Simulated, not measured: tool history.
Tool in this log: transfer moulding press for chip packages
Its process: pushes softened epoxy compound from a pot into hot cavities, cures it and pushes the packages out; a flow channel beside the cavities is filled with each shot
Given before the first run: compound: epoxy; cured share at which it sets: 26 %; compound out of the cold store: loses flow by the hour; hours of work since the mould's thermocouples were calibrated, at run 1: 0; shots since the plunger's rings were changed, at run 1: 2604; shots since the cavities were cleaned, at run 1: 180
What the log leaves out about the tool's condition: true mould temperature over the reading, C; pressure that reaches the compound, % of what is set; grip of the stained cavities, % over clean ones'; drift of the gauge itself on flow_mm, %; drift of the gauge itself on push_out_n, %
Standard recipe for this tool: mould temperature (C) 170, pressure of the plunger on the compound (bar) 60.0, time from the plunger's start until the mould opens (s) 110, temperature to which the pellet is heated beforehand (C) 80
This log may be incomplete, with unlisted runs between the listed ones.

run,day,mould temperature (C),pressure of the plunger on the compound (bar),time from the plunger's start until the mould opens (s),temperature to which the pellet is heated beforehand (C),hours of work since the mould's thermocouples were calibrated,shots since the plunger's rings were changed,shots since the cavities were cleaned,incoming compound's hours out of the cold store,length that the compound runs in the flow channel (mm),greatest force on the pins that push the packages out (N)
1,0.000,170,60.0,110,80,0,2604,180,17.6,717,544
2,0.638,170,60.0,110,80,9,2765,341,34.4,664,580
3,1.242,170,60.0,110,80,18,2919,495,10.9,743,667
4,1.838,170,60.0,110,80,27,3070,646,19.1,706,649
5,2.650,172,60.0,110,80,38,3276,852,29.7,657,624
# day 3.250: cavities cleaned with cleaning compound and waxed
6,3.279,170,60.0,110,80,47,3419,8,45.1,644,439
7,4.283,170,60.0,110,80,61,3673,262,8.5,720,610
8,5.200,170,60.0,110,80,74,3905,494,13.7,708,654
9,5.862,170,60.0,110,80,84,4074,663,41.8,638,652
10,6.858,170,60.0,110,88,98,4326,915,28.4,675,666
# day 7.200: cavities cleaned with cleaning compound and waxed
11,8.108,164,60.0,110,80,116,4627,230,27.9,676,802
12,9.246,164,60.0,110,80,132,4916,519,33.5,663,876
13,9.946,171,60.0,110,80,142,5093,696,25.8,673,651
# day 11.092: cavities cleaned with cleaning compound and waxed
14,11.092,171,60.0,110,80,158,5367,0,17.2,685,440
15,12.317,169,61.1,141,84,176,5677,310,20.0,676,475
16,13.062,169,61.1,141,84,187,5867,500,27.1,652,515
17,13.900,169,61.1,141,84,199,6079,712,15.9,678,544
18,14.904,169,50.0,120,73,213,6334,967,46.3,550,628
# day 15.067: cavities cleaned with cleaning compound and waxed
19,16.171,163,48.6,102,89,231,6639,280,20.0,599,1011
# day 16.508: plunger's sealing rings changed
20,17.521,175,60.0,110,80,249,257,596,10.4,751,569
21,18.292,175,60.0,101,80,260,452,791,36.2,685,620
# day 19.071: cavities cleaned with cleaning compound and waxed
22,19.567,170,60.0,110,86,277,759,126,17.0,735,526
23,20.354,170,60.0,110,86,289,958,325,24.5,717,584
24,21.279,170,60.0,110,86,302,1193,560,42.8,677,643
25,22.517,170,66.4,138,83,320,1506,873,38.8,707,551
# day 22.979: cavities cleaned with cleaning compound and waxed
26,23.104,170,66.4,138,83,328,1639,31,10.2,793,392
27,23.871,170,45.3,106,83,339,1834,226,9.1,656,584
28,24.775,170,64.6,109,75,352,2063,455,26.0,719,635

Below are 4 alternative next runs, each starting from the tool's condition after run 28. Predict each:
A,26.004,170,60.0,110,71,370,2375,767,33.4,?,?
B,26.004,170,52.4,103,79,370,2375,767,43.3,?,?
C,26.004,163,60.0,110,80,370,2375,767,15.0,?,?
D,26.004,176,64.6,109,87,370,2375,767,45.6,?,?

run,length that the compound runs in the flow channel (mm),greatest force on the pins that push the packages out (N)
A,677,647
B,613,691
C,743,1038
D,674,529
Without the tool's hidden state the same runs would have given:
run,length that the compound runs in the flow channel (mm),greatest force on the pins that push the packages out (N)
A,704,452
B,637,486
C,772,732
D,701,368
